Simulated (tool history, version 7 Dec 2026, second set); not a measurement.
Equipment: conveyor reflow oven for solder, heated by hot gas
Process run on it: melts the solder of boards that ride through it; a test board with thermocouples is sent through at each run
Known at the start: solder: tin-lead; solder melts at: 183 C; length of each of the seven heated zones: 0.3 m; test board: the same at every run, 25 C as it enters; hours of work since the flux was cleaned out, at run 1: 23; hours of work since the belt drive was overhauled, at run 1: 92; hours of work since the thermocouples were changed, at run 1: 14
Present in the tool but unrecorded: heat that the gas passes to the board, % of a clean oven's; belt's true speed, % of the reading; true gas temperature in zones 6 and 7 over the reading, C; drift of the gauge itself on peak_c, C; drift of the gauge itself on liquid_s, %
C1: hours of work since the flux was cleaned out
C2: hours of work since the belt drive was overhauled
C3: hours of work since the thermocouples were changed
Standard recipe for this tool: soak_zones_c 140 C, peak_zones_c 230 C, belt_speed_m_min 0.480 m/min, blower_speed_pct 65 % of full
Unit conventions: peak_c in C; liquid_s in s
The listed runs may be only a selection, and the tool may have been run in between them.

Run 1, hour 0.0: usual settings; C1 23; C2 92; C3 14. Result: peak_c 212.16 C, liquid_s 52.13 s.
Run 2, hour 9.1: usual settings but belt_speed_m_min 0.439 m/min; C1 29; C2 99; C3 20. Result: peak_c 214.92 C, liquid_s 60.43 s.
Run 3, hour 18.9: usual settings but belt_speed_m_min 0.439 m/min; C1 36; C2 106; C3 28. Result: peak_c 214.94 C, liquid_s 60.46 s.
Run 4, hour 27.9: usual settings but belt_speed_m_min 0.439 m/min; C1 43; C2 112; C3 34. Result: peak_c 214.89 C, liquid_s 60.34 s.
Run 5, hour 40.0: usual settings but belt_speed_m_min 0.439 m/min; C1 52; C2 121; C3 43. Result: peak_c 214.89 C, liquid_s 60.33 s.
Run 6, hour 49.0: usual settings but belt_speed_m_min 0.439 m/min; C1 58; C2 128; C3 49. Result: peak_c 215.00 C, liquid_s 60.36 s.
Run 7, hour 59.4: usual settings but belt_speed_m_min 0.494 m/min; C1 66; C2 135; C3 57. Result: peak_c 211.08 C, liquid_s 49.64 s.
Run 8, hour 68.3: usual settings but belt_speed_m_min 0.494 m/min; C1 72; C2 142; C3 63. Result: peak_c 211.23 C, liquid_s 49.64 s.
Run 9, hour 76.9: usual settings but belt_speed_m_min 0.494 m/min; C1 78; C2 148; C3 70. Result: peak_c 211.19 C, liquid_s 49.75 s.
Run 10, hour 82.9: usual settings but belt_speed_m_min 0.494 m/min; C1 83; C2 152; C3 74. Result: peak_c 211.24 C, liquid_s 49.69 s.
Run 11, hour 88.3: usual settings but belt_speed_m_min 0.494 m/min; C1 87; C2 156; C3 78. Result: peak_c 211.10 C, liquid_s 49.73 s.
Run 12, hour 96.5: usual settings but peak_zones_c 218 C, belt_speed_m_min 0.494 m/min; C1 93; C2 162; C3 84. Result: peak_c 201.21 C, liquid_s 39.04 s.
Run 13, hour 104.0: usual settings but blower_speed_pct 72 % of full; C1 98; C2 168; C3 89. Result: peak_c 213.68 C, liquid_s 53.96 s.
Run 14, hour 112.8: usual settings; C1 104; C2 174; C3 96. Result: peak_c 212.12 C, liquid_s 52.29 s.
Run 15, hour 120.2: usual settings; C1 110; C2 179; C3 101. Result: peak_c 212.12 C, liquid_s 52.16 s.
Run 16, hour 126.2: usual settings but soak_zones_c 150 C, peak_zones_c 238 C, belt_speed_m_min 0.402 m/min, blower_speed_pct 69 % of full; C1 114; C2 184; C3 105. Result: peak_c 226.61 C, liquid_s 80.33 s.
Run 17, hour 138.7: usual settings but soak_zones_c 137 C, peak_zones_c 221 C, belt_speed_m_min 0.393 m/min, blower_speed_pct 79 % of full; C1 123; C2 193; C3 114. Result: peak_c 211.49 C, liquid_s 65.40 s.
Run 18, hour 148.9: usual settings but soak_zones_c 144 C, blower_speed_pct 53 % of full; C1 131; C2 200; C3 122. Result: peak_c 209.95 C, liquid_s 50.74 s.
Run 19, hour 159.7: usual settings but soak_zones_c 139 C, belt_speed_m_min 0.479 m/min; C1 138; C2 208; C3 130. Result: peak_c 211.70 C, liquid_s 51.81 s.
Run 20, hour 172.3: usual settings but peak_zones_c 228 C; C1 148; C2 217; C3 139. Result: peak_c 210.37 C, liquid_s 50.57 s.
Run 21, hour 181.6: usual settings but peak_zones_c 228 C; C1 154; C2 224; C3 146. Result: peak_c 210.30 C, liquid_s 50.56 s.
Run 22, hour 189.7: usual settings but soak_zones_c 145 C, peak_zones_c 241 C, belt_speed_m_min 0.549 m/min, blower_speed_pct 79 % of full; C1 160; C2 230; C3 152. Result: peak_c 220.89 C, liquid_s 53.03 s.
Run 23, hour 199.5: usual settings but soak_zones_c 141 C, peak_zones_c 243 C, belt_speed_m_min 0.416 m/min, blower_speed_pct 55 % of full; C1 167; C2 237; C3 159. Result: peak_c 225.78 C, liquid_s 72.73 s.
Run 24, hour 207.1: usual settings but soak_zones_c 141 C, peak_zones_c 243 C, belt_speed_m_min 0.416 m/min, blower_speed_pct 55 % of full; C1 173; C2 243; C3 164. Result: peak_c 225.92 C, liquid_s 72.49 s.
Run 25, hour 213.2: usual settings but soak_zones_c 145 C, peak_zones_c 224 C, belt_speed_m_min 0.438 m/min, blower_speed_pct 80 % of full; C1 177; C2 247; C3 169. Result: peak_c 212.94 C, liquid_s 62.01 s.
Run 26, hour 218.8: usual settings but belt_speed_m_min 0.524 m/min; C1 181; C2 251; C3 173. Result: peak_c 209.06 C, liquid_s 44.48 s.
Run 27, hour 227.9: usual settings but peak_zones_c 236 C, belt_speed_m_min 0.524 m/min, blower_speed_pct 71 % of full; C1 188; C2 258; C3 179. Result: peak_c 215.64 C, liquid_s 50.06 s.
Run 28, hour 238.3: usual settings but peak_zones_c 233 C, belt_speed_m_min 0.572 m/min, blower_speed_pct 57 % of full; C1 196; C2 265; C3 187. Result: peak_c 205.89 C, liquid_s 36.39 s.
Run 29, hour 244.4: usual settings but belt_speed_m_min 0.426 m/min, blower_speed_pct 53 % of full; C1 200; C2 270; C3 191. Result: peak_c 212.92 C, liquid_s 59.97 s.
Run 30, hour 250.9: usual settings but peak_zones_c 241 C, belt_speed_m_min 0.501 m/min; C1 205; C2 274; C3 196. Result: peak_c 219.73 C, liquid_s 55.71 s.

5 options for the next run, each taken on its own from the tool as it stands now. Forecast them:
Run A, hour 259.8: usual settings but peak_zones_c 237 C; C1 211; C2 281; C3 202. Result: peak_c ?, liquid_s ?.
Run B, hour 259.8: usual settings but soak_zones_c 148 C; C1 211; C2 281; C3 202. Result: peak_c ?, liquid_s ?.
Run C, hour 259.8: usual settings but peak_zones_c 218 C, belt_speed_m_min 0.536 m/min, blower_speed_pct 83 % of full; C1 211; C2 281; C3 202. Result: peak_c ?, liquid_s ?.
Run D, hour 259.8: usual settings but soak_zones_c 145 C, peak_zones_c 244 C, belt_speed_m_min 0.462 m/min; C1 211; C2 281; C3 202. Result: peak_c ?, liquid_s ?.
Run E, hour 259.8: usual settings but soak_zones_c 141 C, peak_zones_c 220 C, belt_speed_m_min 0.471 m/min; C1 211; C2 281; C3 202. Result: peak_c ?, liquid_s ?.

run  peak_c  liquid_s
  A  218.12     56.94
  B  213.68     56.74
  C  202.23     37.76
  D  226.46     67.16
  E  204.25     45.99
With no hidden state in the tool, these same runs would have given:
run  peak_c  liquid_s
  A  218.14     56.96
  B  213.69     56.76
  C  202.25     37.80
  D  226.48     67.17
  E  204.26     46.02
